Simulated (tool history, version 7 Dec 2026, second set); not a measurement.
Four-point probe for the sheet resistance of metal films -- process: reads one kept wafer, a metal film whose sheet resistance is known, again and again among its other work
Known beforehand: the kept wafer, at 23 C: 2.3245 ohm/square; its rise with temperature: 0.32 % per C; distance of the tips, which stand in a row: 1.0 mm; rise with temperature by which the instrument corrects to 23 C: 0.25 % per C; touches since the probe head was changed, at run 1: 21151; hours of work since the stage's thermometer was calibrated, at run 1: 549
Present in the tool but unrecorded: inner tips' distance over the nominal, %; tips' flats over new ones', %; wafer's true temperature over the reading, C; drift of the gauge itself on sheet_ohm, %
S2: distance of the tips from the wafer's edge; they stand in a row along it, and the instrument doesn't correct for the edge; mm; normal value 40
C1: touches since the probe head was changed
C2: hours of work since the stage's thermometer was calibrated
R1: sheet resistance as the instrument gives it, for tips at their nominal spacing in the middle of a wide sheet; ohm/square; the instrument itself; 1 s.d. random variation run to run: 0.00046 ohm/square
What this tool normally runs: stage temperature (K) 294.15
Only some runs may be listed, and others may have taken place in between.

Run 1, hour 0.0: usual settings; C1 21151; C2 549. Result: R1 2.317912 ohm/square.
Run 2, hour 116.1: usual settings; C1 22242; C2 596. Result: R1 2.317687 ohm/square.
Run 3, hour 224.5: usual settings; C1 23261; C2 641. Result: R1 2.317121 ohm/square.
Run 4, hour 337.1: usual settings; C1 24319; C2 687. Result: R1 2.317760 ohm/square.
Run 5, hour 457.9: usual settings; C1 25453; C2 736. Result: R1 2.317478 ohm/square.
Run 6, hour 528.4: usual settings; C1 26115; C2 765. Result: R1 2.316735 ohm/square.
Run 7, hour 592.6: usual settings; C1 26719; C2 791. Result: R1 2.316841 ohm/square.
Run 8, hour 666.2: usual settings; C1 27411; C2 821. Result: R1 2.315911 ohm/square.
Run 9, hour 770.4: usual settings; C1 28390; C2 864. Result: R1 2.315868 ohm/square.
Run 10, hour 831.6: usual settings; C1 28965; C2 889. Result: R1 2.316376 ohm/square.
At hour 838.2: stage's thermometer calibrated.
Run 11, hour 970.3: usual settings; C1 30263; C2 54. Result: R1 2.314117 ohm/square.
Run 12, hour 1052.0: usual settings but stage temperature (K) 302.15, S2 5 mm; C1 31031; C2 87. Result: R1 2.374700 ohm/square.
At hour 1074.7: stage's thermometer calibrated, once more.
Run 13, hour 1146.0: usual settings but stage temperature (K) 302.15, S2 5 mm; C1 31909; C2 29. Result: R1 2.377338 ohm/square.
Run 14, hour 1218.9: usual settings but stage temperature (K) 301.15, S2 64 mm; C1 32594; C2 59. Result: R1 2.325615 ohm/square.
Run 15, hour 1333.5: usual settings but stage temperature (K) 301.15, S2 64 mm; C1 33670; C2 106. Result: R1 2.325627 ohm/square.
Run 16, hour 1448.1: usual settings but stage temperature (K) 297.15, S2 9 mm; C1 34747; C2 152. Result: R1 2.334611 ohm/square.
Run 17, hour 1530.0: usual settings but stage temperature (K) 297.15, S2 9 mm; C1 35517; C2 186. Result: R1 2.334126 ohm/square.
Run 18, hour 1599.9: usual settings but stage temperature (K) 301.15, S2 31 mm; C1 36174; C2 214. Result: R1 2.326500 ohm/square.
Run 19, hour 1743.6: usual settings but stage temperature (K) 301.15, S2 31 mm; C1 37524; C2 273. Result: R1 2.325849 ohm/square.
Run 20, hour 1887.7: usual settings but stage temperature (K) 291.15, S2 6 mm; C1 38877; C2 332. Result: R1 2.342553 ohm/square.
Run 21, hour 1994.4: usual settings but stage temperature (K) 291.15, S2 6 mm; C1 39880; C2 375. Result: R1 2.342388 ohm/square.
Run 22, hour 2083.8: usual settings but stage temperature (K) 291.15, S2 8 mm; C1 40720; C2 412. Result: R1 2.326144 ohm/square.

What if the next run were any one of these 3? Each begins from the tool's condition after run 22:
Run A, hour 2180.1: usual settings but stage temperature (K) 293.15; C1 41625; C2 451. Result: R1 ?.
Run B, hour 2180.1: usual settings but stage temperature (K) 306.15, S2 24 mm; C1 41625; C2 451. Result: R1 ?.
Run C, hour 2180.1: usual settings but S2 46 mm; C1 41625; C2 451. Result: R1 ?.

run        R1
  A  2.311419
  B  2.332915
  C  2.314691
With no hidden state in the tool, these same runs would have given:
run        R1
  A  2.320452
  B  2.342007
  C  2.323736
